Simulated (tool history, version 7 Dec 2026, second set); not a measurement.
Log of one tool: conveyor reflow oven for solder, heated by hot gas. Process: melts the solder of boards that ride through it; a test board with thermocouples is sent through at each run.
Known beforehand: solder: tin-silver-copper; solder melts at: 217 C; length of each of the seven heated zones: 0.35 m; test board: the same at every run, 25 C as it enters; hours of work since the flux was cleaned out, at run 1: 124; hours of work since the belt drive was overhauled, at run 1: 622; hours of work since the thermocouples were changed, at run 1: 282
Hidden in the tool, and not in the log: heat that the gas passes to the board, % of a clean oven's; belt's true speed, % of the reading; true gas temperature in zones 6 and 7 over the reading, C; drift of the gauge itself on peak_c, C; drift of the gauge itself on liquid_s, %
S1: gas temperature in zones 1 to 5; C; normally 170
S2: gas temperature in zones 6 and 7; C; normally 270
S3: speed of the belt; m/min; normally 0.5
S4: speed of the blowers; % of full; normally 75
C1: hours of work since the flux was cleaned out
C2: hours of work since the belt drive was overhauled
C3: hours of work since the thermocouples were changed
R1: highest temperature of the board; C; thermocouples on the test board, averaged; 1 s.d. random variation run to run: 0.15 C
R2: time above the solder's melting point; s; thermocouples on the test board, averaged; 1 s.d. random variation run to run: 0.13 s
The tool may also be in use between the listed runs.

Run 1, hour 0: usual settings; C1 124; C2 622; C3 282. Result: R1 254.7 C, R2 64.2 s.
Run 2, hour 19: usual settings; C1 134; C2 631; C3 292. Result: R1 254.6 C, R2 64.1 s.
Run 3, hour 32.8: usual settings; C1 140; C2 638; C3 298. Result: R1 254.2 C, R2 63.9 s.
Run 4, hour 42.4: usual settings; C1 145; C2 642; C3 303. Result: R1 254.1 C, R2 63.9 s.
Run 5, hour 57: usual settings; C1 152; C2 650; C3 310. Result: R1 254.3 C, R2 63.9 s.
Run 6, hour 69.8: usual settings; C1 159; C2 656; C3 317. Result: R1 254.1 C, R2 63.9 s.
Run 7, hour 88.2: usual settings; C1 168; C2 665; C3 326. Result: R1 254.2 C, R2 63.8 s.
Run 8, hour 104.5: usual settings; C1 176; C2 673; C3 334. Result: R1 254.1 C, R2 63.8 s.
Run 9, hour 120.2: usual settings; C1 183; C2 681; C3 341. Result: R1 254.1 C, R2 63.9 s.
Run 10, hour 135: usual settings; C1 191; C2 688; C3 349. Result: R1 254 C, R2 63.8 s.
Run 11, hour 147.5: usual settings; C1 197; C2 694; C3 355. Result: R1 253.9 C, R2 63.6 s.
Run 12, hour 164.4: usual settings; C1 205; C2 702; C3 363. Result: R1 254 C, R2 63.7 s.
Run 13, hour 177.3: usual settings; C1 211; C2 709; C3 369. Result: R1 253.8 C, R2 63.6 s.
Run 14, hour 192: usual settings; C1 219; C2 716; C3 377. Result: R1 253.7 C, R2 63.8 s.
At hour 198.5: flux residue cleaned out of gas plates and filters.
At hour 202.5: belt drive overhauled, speed set with a stopwatch.
Run 15, hour 210.1: usual settings; C1 4; C2 4; C3 381. Result: R1 255.4 C, R2 65.3 s.
Run 16, hour 219.1: usual settings; C1 8; C2 8; C3 386. Result: R1 255.1 C, R2 65.2 s.
Run 17, hour 229.1: usual settings; C1 13; C2 13; C3 390. Result: R1 255.2 C, R2 65.3 s.
Run 18, hour 248.1: usual settings but S1 169 C, S2 259 C; C1 22; C2 22; C3 400. Result: R1 245.2 C, R2 57.2 s.
At hour 259.8: belt drive overhauled, speed set with a stopwatch, once more.
Run 19, hour 265.3: usual settings but S1 177 C, S2 273 C, S3 0.598 m/min; C1 29; C2 3; C3 406. Result: R1 252.2 C, R2 52.7 s.
Run 20, hour 277.5: usual settings but S1 166 C, S2 279 C, S3 0.41 m/min, S4 64 % of full; C1 35; C2 9; C3 412. Result: R1 265.8 C, R2 84.8 s.
Run 21, hour 286.8: usual settings but S1 166 C, S2 265 C, S3 0.452 m/min, S4 60 % of full; C1 39; C2 13; C3 417. Result: R1 248.8 C, R2 63.8 s.
Run 22, hour 304.4: usual settings but S1 166 C, S2 265 C, S3 0.452 m/min, S4 60 % of full; C1 48; C2 22; C3 425. Result: R1 248.8 C, R2 63.6 s.
Run 23, hour 319.6: usual settings but S1 155 C, S4 63 % of full; C1 56; C2 29; C3 433. Result: R1 248.1 C, R2 52.7 s.
Run 24, hour 333.7: usual settings but S1 184 C, S2 279 C, S4 63 % of full; C1 62; C2 36; C3 440. Result: R1 261.8 C, R2 73 s.
Run 25, hour 351.5: usual settings but S1 184 C, S2 279 C, S4 63 % of full; C1 71; C2 45; C3 449. Result: R1 261.7 C, R2 73.3 s.
Run 26, hour 369.7: usual settings but S1 174 C; C1 80; C2 54; C3 458. Result: R1 254.9 C, R2 65.2 s.
Run 27, hour 388.7: usual settings but S1 174 C, S2 264 C, S3 0.414 m/min; C1 90; C2 63; C3 467. Result: R1 254.3 C, R2 80.5 s.
Run 28, hour 405.5: usual settings but S1 174 C, S2 264 C, S3 0.414 m/min; C1 98; C2 72; C3 475. Result: R1 253.9 C, R2 80.3 s.
Run 29, hour 413.7: usual settings but S1 178 C, S2 267 C, S3 0.414 m/min; C1 102; C2 76; C3 479. Result: R1 257.2 C, R2 84.5 s.

Consider 4 possible next runs. They are alternatives, not a sequence: every one starts from the tool as it was left by run 29. What does each give?
Run A, hour 426.9: usual settings but S1 177 C; C1 108; C2 82; C3 486. Result: R1 ?, R2 ?.
Run B, hour 426.9: usual settings but S1 165 C, S2 277 C, S3 0.566 m/min; C1 108; C2 82; C3 486. Result: R1 ?, R2 ?.
Run C, hour 426.9: usual settings but S1 178 C, S2 259 C, S3 0.414 m/min; C1 108; C2 82; C3 486. Result: R1 ?, R2 ?.
Run D, hour 426.9: usual settings but S1 159 C, S2 267 C, S3 0.541 m/min, S4 53 % of full; C1 108; C2 82; C3 486. Result: R1 ?, R2 ?.

run     R1    R2
  A  254.8  66.7
  B  254.9  53.6
  C  249.9  78.8
  D  239.6  39.2
Take away the tool's hidden state, keep each run's random variation, and the runs would have read:
run     R1    R2
  A  256.1  67.5
  B  256.4  54.6
  C    251  79.7
  D  240.9  40.7
